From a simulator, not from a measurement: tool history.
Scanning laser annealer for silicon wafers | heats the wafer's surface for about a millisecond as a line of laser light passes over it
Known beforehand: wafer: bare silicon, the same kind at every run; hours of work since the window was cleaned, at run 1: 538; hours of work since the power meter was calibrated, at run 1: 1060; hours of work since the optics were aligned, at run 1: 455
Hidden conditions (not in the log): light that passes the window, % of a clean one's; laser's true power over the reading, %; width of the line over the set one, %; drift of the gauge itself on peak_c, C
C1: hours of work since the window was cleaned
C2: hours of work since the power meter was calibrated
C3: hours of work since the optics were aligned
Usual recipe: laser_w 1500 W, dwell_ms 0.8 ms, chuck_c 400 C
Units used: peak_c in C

{"run": 1, "hour": 0.0, "laser_w": 1500, "dwell_ms": 0.8, "chuck_c": 400, "C1": 538, "C2": 1060, "C3": 455, "peak_c": 1132}
{"run": 2, "hour": 37.5, "laser_w": 1500, "dwell_ms": 0.8, "chuck_c": 400, "C1": 564, "C2": 1085, "C3": 481, "peak_c": 1128}
{"run": 3, "hour": 79.8, "laser_w": 1500, "dwell_ms": 0.8, "chuck_c": 400, "C1": 594, "C2": 1115, "C3": 510, "peak_c": 1124}
{"run": 4, "hour": 120.6, "laser_w": 1500, "dwell_ms": 0.933, "chuck_c": 400, "C1": 622, "C2": 1143, "C3": 539, "peak_c": 1185}
{"run": 5, "hour": 150.6, "laser_w": 1500, "dwell_ms": 0.933, "chuck_c": 400, "C1": 642, "C2": 1164, "C3": 559, "peak_c": 1182}
{"hour": 175.0, "done": "window over the wafer cleaned"}
{"run": 6, "hour": 195.9, "laser_w": 1500, "dwell_ms": 0.933, "chuck_c": 392, "C1": 14, "C2": 1193, "C3": 589, "peak_c": 1227}
{"run": 7, "hour": 232.9, "laser_w": 1500, "dwell_ms": 0.933, "chuck_c": 392, "C1": 40, "C2": 1219, "C3": 615, "peak_c": 1225}
{"run": 8, "hour": 263.7, "laser_w": 1500, "dwell_ms": 0.933, "chuck_c": 392, "C1": 61, "C2": 1240, "C3": 636, "peak_c": 1224}
{"hour": 270.0, "done": "laser's power meter calibrated"}
{"run": 9, "hour": 291.7, "laser_w": 1500, "dwell_ms": 0.8, "chuck_c": 400, "C1": 79, "C2": 15, "C3": 653, "peak_c": 1168}
{"run": 10, "hour": 319.8, "laser_w": 1500, "dwell_ms": 0.8, "chuck_c": 400, "C1": 98, "C2": 34, "C3": 673, "peak_c": 1167}
{"run": 11, "hour": 340.2, "laser_w": 1500, "dwell_ms": 0.8, "chuck_c": 399, "C1": 112, "C2": 49, "C3": 687, "peak_c": 1161}
{"run": 12, "hour": 375.9, "laser_w": 1500, "dwell_ms": 0.8, "chuck_c": 399, "C1": 137, "C2": 73, "C3": 712, "peak_c": 1164}
{"hour": 400.9, "done": "laser's power meter calibrated, once more"}
{"run": 13, "hour": 416.1, "laser_w": 1393, "dwell_ms": 0.8, "chuck_c": 400, "C1": 162, "C2": 10, "C3": 737, "peak_c": 1095}
{"run": 14, "hour": 438.2, "laser_w": 1386, "dwell_ms": 0.836, "chuck_c": 430, "C1": 178, "C2": 26, "C3": 752, "peak_c": 1133}
{"run": 15, "hour": 461.4, "laser_w": 1313, "dwell_ms": 0.8, "chuck_c": 368, "C1": 194, "C2": 42, "C3": 769, "peak_c": 1015}
{"run": 16, "hour": 483.4, "laser_w": 1410, "dwell_ms": 0.738, "chuck_c": 362, "C1": 209, "C2": 57, "C3": 784, "peak_c": 1036}
{"run": 17, "hour": 522.6, "laser_w": 1410, "dwell_ms": 0.738, "chuck_c": 362, "C1": 236, "C2": 84, "C3": 811, "peak_c": 1032}
{"run": 18, "hour": 553.7, "laser_w": 1410, "dwell_ms": 0.738, "chuck_c": 362, "C1": 257, "C2": 106, "C3": 832, "peak_c": 1032}
{"run": 19, "hour": 600.9, "laser_w": 1410, "dwell_ms": 0.738, "chuck_c": 362, "C1": 290, "C2": 138, "C3": 865, "peak_c": 1025}
{"run": 20, "hour": 637.8, "laser_w": 1358, "dwell_ms": 0.979, "chuck_c": 438, "C1": 316, "C2": 164, "C3": 890, "peak_c": 1177}
{"run": 21, "hour": 660.4, "laser_w": 1555, "dwell_ms": 0.8, "chuck_c": 400, "C1": 331, "C2": 179, "C3": 906, "peak_c": 1175}
{"run": 22, "hour": 679.7, "laser_w": 1555, "dwell_ms": 0.8, "chuck_c": 400, "C1": 344, "C2": 193, "C3": 919, "peak_c": 1174}
{"run": 23, "hour": 712.5, "laser_w": 1625, "dwell_ms": 0.8, "chuck_c": 376, "C1": 367, "C2": 215, "C3": 942, "peak_c": 1188}
{"run": 24, "hour": 743.0, "laser_w": 1324, "dwell_ms": 0.71, "chuck_c": 431, "C1": 388, "C2": 236, "C3": 963, "peak_c": 1028}
{"hour": 770.3, "done": "optics aligned, line set to its width"}
{"run": 25, "hour": 784.2, "laser_w": 1427, "dwell_ms": 0.8, "chuck_c": 368, "C1": 413, "C2": 261, "C3": 10, "peak_c": 1067}

Below are 4 alternative next runs, each starting from the tool's condition after run 25. Predict each:
{"run": "A", "hour": 825.3, "laser_w": 1427, "dwell_ms": 0.91, "chuck_c": 367, "C1": 442, "C2": 290, "C3": 38, "peak_c": "?"}
{"run": "B", "hour": 825.3, "laser_w": 1293, "dwell_ms": 0.8, "chuck_c": 383, "C1": 442, "C2": 290, "C3": 38, "peak_c": "?"}
{"run": "C", "hour": 825.3, "laser_w": 1405, "dwell_ms": 0.913, "chuck_c": 419, "C1": 442, "C2": 290, "C3": 38, "peak_c": "?"}
{"run": "D", "hour": 825.3, "laser_w": 1405, "dwell_ms": 0.911, "chuck_c": 400, "C1": 442, "C2": 290, "C3": 38, "peak_c": "?"}

run=A peak_c=1117
run=B peak_c=1009
run=C peak_c=1155
run=D peak_c=1132
Without the tool's hidden state the same runs would have given:
run=A peak_c=1153
run=B peak_c=1039
run=C peak_c=1191
run=D peak_c=1167
